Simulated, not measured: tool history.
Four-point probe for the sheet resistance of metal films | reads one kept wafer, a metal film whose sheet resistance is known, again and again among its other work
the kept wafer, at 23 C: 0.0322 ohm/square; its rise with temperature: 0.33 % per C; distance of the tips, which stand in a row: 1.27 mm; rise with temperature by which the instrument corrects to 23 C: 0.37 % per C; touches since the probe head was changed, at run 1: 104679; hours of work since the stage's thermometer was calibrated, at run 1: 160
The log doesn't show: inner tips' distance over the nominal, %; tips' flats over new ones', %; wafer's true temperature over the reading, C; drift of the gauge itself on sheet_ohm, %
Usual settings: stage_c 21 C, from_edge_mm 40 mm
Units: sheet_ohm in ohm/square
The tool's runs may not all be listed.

run	hour	stage_c	from_edge_mm	touches since the probe head was changed	hours of work since the stage's thermometer was calibrated	sheet_ohm
1	0.0	21	40	104679	160	0.032239
2	66.3	21	40	108391	205	0.032249
3	140.7	21	40	112556	256	0.032233
4	222.8	21	40	117154	312	0.032248
5	296.0	21	40	121253	362	0.032246
6	379.0	21	40	125903	418	0.032248
7	456.4	25	31	130238	471	0.032205
8	522.9	23	62	133964	516	0.032198
9	576.3	21	5	136954	553	0.033298
10	659.2	21	5	141595	609	0.033297
11	733.0	21	5	145729	659	0.033307

Forecast each of these 3 alternatives for the next run:
A	800.6	28	5	149511	705	?
B	800.6	28	6	149511	705	?
C	800.6	30	5	149511	705	?

run	sheet_ohm
A	0.033215
B	0.032895
C	0.033193
Without the tool's hidden state the same runs would have given:
run	sheet_ohm
A	0.033217
B	0.032897
C	0.033195

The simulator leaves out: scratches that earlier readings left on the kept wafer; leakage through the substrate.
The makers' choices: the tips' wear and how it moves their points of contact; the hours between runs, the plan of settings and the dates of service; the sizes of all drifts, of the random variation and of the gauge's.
